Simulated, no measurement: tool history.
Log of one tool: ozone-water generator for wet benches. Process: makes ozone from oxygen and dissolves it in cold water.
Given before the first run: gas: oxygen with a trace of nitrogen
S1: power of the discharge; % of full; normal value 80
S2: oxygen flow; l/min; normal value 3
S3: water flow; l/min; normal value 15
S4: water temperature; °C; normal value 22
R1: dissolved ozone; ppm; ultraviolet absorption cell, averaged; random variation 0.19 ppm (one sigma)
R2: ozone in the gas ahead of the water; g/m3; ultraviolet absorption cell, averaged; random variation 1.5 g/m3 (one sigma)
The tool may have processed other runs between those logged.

run 1 hour=0 | S1=80 S2=3 S3=15 S4=22 | R1=22.6 R2=235.5
run 2 hour=55.6 | S1=80 S2=1.59 S3=15 S4=22 | R1=22.4 R2=356.3
run 3 hour=164.9 | S1=80 S2=1.59 S3=15 S4=22 | R1=22.1 R2=352.8
run 4 hour=256 | S1=80 S2=3 S3=15 S4=22 | R1=21.8 R2=234.5
-- hour=269.5 contactor cleaned
run 5 hour=383.1 | S1=80 S2=3 S3=15 S4=22 | R1=21.8 R2=235.8
-- hour=406.3 water thermometer calibrated
run 6 hour=493.6 | S1=87 S2=3 S3=15 S4=22 | R1=22.6 R2=242.6
run 7 hour=580.3 | S1=87 S2=3 S3=15 S4=22 | R1=22.8 R2=242.1
run 8 hour=661.7 | S1=80 S2=3 S3=15 S4=29 | R1=19.8 R2=232.1

Run 9 comes next. What will it give?
-- hour=726.9 contactor cleaned, once more
run 9 hour=786.8 | S1=80 S2=3 S3=15 S4=29 | R1=? R2=?

R1: 20 ppm
R2: 230.3 g/m3
Were there no unlogged condition in the tool, this run, its random variation unchanged, would have produced R1 23.9 ppm, R2 275.5 g/m3.
